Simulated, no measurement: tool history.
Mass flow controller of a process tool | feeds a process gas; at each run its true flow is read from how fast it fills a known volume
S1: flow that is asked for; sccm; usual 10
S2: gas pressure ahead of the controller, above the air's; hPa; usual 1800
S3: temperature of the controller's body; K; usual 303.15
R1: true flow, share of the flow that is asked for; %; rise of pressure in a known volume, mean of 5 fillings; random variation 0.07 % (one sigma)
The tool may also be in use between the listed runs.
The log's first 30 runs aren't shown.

run	hour	S1	S2	S3	R1
31	3399.3	2	1540	306.15	95.21
32	3534.4	2	1540	306.15	95.07
33	3673.2	2	1540	306.15	94.90
34	3844.3	2	1490	306.15	94.64
35	3968.1	2	1490	306.15	94.43
36	4086.6	3	1800	303.15	94.35
37	4175.9	3	1800	303.15	94.28
38	4299.7	5	1620	297.15	94.39
39	4376.9	5	1620	297.15	94.18

4 ways to go on from here, each from the tool as it stands after run 39. What would each give?
A	4534.9	2	1620	313.15	?
B	4534.9	5	2620	301.15	?
C	4534.9	7	1620	297.15	?
D	4534.9	7	1800	303.15	?

run	R1
A	94.50
B	94.11
C	94.45
D	95.12
Without the tool's hidden state the same runs would have given:
run	R1
A	99.46
B	98.02
C	98.16
D	98.83
